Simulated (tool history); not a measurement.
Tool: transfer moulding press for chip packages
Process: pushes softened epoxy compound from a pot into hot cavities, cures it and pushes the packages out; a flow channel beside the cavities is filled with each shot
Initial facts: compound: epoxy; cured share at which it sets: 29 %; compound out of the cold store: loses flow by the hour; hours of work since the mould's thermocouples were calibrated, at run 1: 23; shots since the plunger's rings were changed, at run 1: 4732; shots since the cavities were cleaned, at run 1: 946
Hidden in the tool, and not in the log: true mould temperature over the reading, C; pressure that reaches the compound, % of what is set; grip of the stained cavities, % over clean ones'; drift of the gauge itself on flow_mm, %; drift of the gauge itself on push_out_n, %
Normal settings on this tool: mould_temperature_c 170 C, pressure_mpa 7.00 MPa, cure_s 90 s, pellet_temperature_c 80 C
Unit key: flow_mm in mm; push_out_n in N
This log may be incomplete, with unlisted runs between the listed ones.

run,hour,mould_temperature_c,pressure_mpa,cure_s,pellet_temperature_c,hours of work since the mould's thermocouples were calibrated,shots since the plunger's rings were changed,shots since the cavities were cleaned,incoming compound's hours out of the cold store,flow_mm,push_out_n
1,0.0,170,7.00,90,80,23,4732,946,8.2,708,202
# hour 4.5: cavities cleaned with cleaning compound and waxed
# hour 27.4: plunger's sealing rings changed
2,32.8,170,7.00,90,80,45,84,405,14.9,685,192
3,52.2,170,7.00,90,80,60,389,710,36.0,610,200
# hour 69.9: cavities cleaned with cleaning compound and waxed
4,75.4,170,7.00,90,80,76,730,87,37.5,602,189
5,90.9,170,7.00,90,80,88,972,329,20.8,665,188
6,115.0,170,7.00,90,80,106,1350,707,16.9,679,202
# hour 132.5: cavities cleaned with cleaning compound and waxed
7,138.1,170,6.71,90,80,123,1690,88,42.1,576,195
8,154.9,170,6.71,90,80,135,1954,352,22.6,635,193
9,177.3,170,6.71,90,80,153,2305,703,27.1,632,200
# hour 195.7: cavities cleaned with cleaning compound and waxed
10,203.6,170,6.71,90,80,171,2695,125,44.1,573,195
11,216.9,170,6.71,90,80,182,2904,334,44.7,566,191
12,236.3,170,7.00,90,80,196,3208,638,42.8,583,199
# hour 258.8: cavities cleaned with cleaning compound and waxed
13,259.0,170,7.00,90,80,212,3540,3,26.7,639,185
14,276.9,170,7.00,90,87,226,3822,285,36.7,608,187
15,292.4,170,5.37,90,87,238,4065,528,27.6,558,186
16,314.8,170,5.37,90,87,255,4417,880,30.1,546,185

Predict the results of run 17:
# hour 322.1: cavities cleaned with cleaning compound and waxed
17,334.0,170,7.84,90,72,268,4694,187,22.1,?,?

Run 17 yielded flow_mm 695 mm, push_out_n 186 N.
With the hidden condition absent and the run-to-run variation left alone, this run would have shown flow_mm 697 mm, push_out_n 185 N.
